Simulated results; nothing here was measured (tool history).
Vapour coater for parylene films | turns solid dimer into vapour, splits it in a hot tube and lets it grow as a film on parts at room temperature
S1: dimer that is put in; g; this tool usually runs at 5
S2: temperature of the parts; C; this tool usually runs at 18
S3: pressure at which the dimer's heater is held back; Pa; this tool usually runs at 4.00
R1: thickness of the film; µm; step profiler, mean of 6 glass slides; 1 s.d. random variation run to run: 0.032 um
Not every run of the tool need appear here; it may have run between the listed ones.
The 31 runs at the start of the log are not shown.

Run 32, hour 1146.2: usual settings but S1 7 g. Result: R1 4.17 µm.
Run 33, hour 1171.9: usual settings but S1 2 g, S2 12 C, S3 9.89 Pa. Result: R1 1.37 µm.
Run 34, hour 1215.2: usual settings but S1 2 g, S2 22 C. Result: R1 0.98 µm.
Run 35, hour 1250.5: usual settings but S1 4 g, S2 17 C, S3 4.73 Pa. Result: R1 2.41 µm.
Run 36, hour 1288.5: usual settings but S1 4 g, S2 17 C, S3 4.73 Pa. Result: R1 2.38 µm.
Run 37, hour 1338.7: usual settings but S1 4 g, S2 17 C, S3 4.73 Pa. Result: R1 2.36 µm.
Run 38, hour 1381.3: usual settings but S1 3 g, S2 17 C, S3 4.73 Pa. Result: R1 1.76 µm.
Run 39, hour 1432.2: usual settings but S2 23 C, S3 4.62 Pa. Result: R1 2.18 µm.
Run 40, hour 1483.7: usual settings but S2 23 C, S3 4.62 Pa. Result: R1 2.16 µm.
Run 41, hour 1523.1: usual settings but S3 5.92 Pa. Result: R1 2.64 µm.
Run 42, hour 1557.4: usual settings but S3 5.92 Pa. Result: R1 2.62 µm.
Run 43, hour 1605.5: usual settings but S2 25 C, S3 8.16 Pa. Result: R1 1.72 µm.
Run 44, hour 1632.2: usual settings but S1 7 g, S3 3.27 Pa. Result: R1 4.01 µm.
Run 45, hour 1668.6: usual settings but S1 3 g, S3 2.65 Pa. Result: R1 1.76 µm.
Run 46, hour 1713.7: usual settings but S1 2 g, S3 5.56 Pa. Result: R1 1.04 µm.
Run 47, hour 1763.8: usual settings but S1 3 g, S2 13 C, S3 11.09 Pa. Result: R1 1.64 µm.

Below are 3 alternative next runs, each starting from the tool's condition after run 47. Predict each:
Run A, hour 1791.1: usual settings but S1 3 g, S2 10 C, S3 2.64 Pa. Result: R1 ?.
Run B, hour 1791.1: usual settings but S1 7 g, S2 15 C, S3 11.09 Pa. Result: R1 ?.
Run C, hour 1791.1: usual settings but S1 4 g, S3 5.73 Pa. Result: R1 ?.

run    R1
  A  2.00
  B  3.51
  C  2.05
Without the tool's unlogged condition, the same runs would have read:
run    R1
  A  2.24
  B  4.02
  C  2.34
